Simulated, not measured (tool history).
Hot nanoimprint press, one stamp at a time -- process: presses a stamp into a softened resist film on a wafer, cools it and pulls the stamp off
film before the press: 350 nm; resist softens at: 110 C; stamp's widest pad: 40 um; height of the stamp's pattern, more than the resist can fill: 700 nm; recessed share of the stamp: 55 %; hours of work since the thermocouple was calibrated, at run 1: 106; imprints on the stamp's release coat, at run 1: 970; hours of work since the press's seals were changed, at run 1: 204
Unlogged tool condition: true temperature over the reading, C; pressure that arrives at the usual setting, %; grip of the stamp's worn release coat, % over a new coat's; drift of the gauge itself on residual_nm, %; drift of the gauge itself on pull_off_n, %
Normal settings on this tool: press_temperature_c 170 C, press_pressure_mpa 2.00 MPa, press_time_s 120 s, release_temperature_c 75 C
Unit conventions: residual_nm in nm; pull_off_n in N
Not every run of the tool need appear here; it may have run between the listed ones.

run,day,press_temperature_c,press_pressure_mpa,press_time_s,release_temperature_c,hours of work since the thermocouple was calibrated,imprints on the stamp's release coat,hours of work since the press's seals were changed,residual_nm,pull_off_n
1,0.000,170,2.00,120,75,106,970,204,179.4,287
2,0.429,170,2.00,120,75,112,1004,210,179.6,290
3,1.196,167,2.00,120,75,123,1065,221,200.6,285
4,1.954,167,2.00,120,75,134,1124,232,201.3,294
5,2.542,167,2.00,120,75,143,1171,240,201.6,291
6,3.079,158,2.00,140,82,151,1213,248,258.1,302
7,3.692,158,2.00,140,82,159,1262,257,259.9,308
# day 3.854: plate thermocouple calibrated
8,4.312,161,2.00,140,82,7,1301,264,235.5,293
9,4.933,161,2.98,140,78,16,1350,273,207.7,306
10,5.408,161,2.98,140,78,22,1387,280,207.6,313

Subtracting, for every run, the result it would have given without the tool's unlogged condition from the measured result gives the following. The same run-to-run variation enters both numbers; the gauge's scatter may not:
run,residual_nm,pull_off_n
1,-2.4,+64
2,-2.4,+66
3,-2.7,+69
4,-2.9,+74
5,-3.0,+75
6,-3.3,+80
7,-3.5,+85
8,-5.3,+82
9,-4.8,+88
10,-4.9,+92
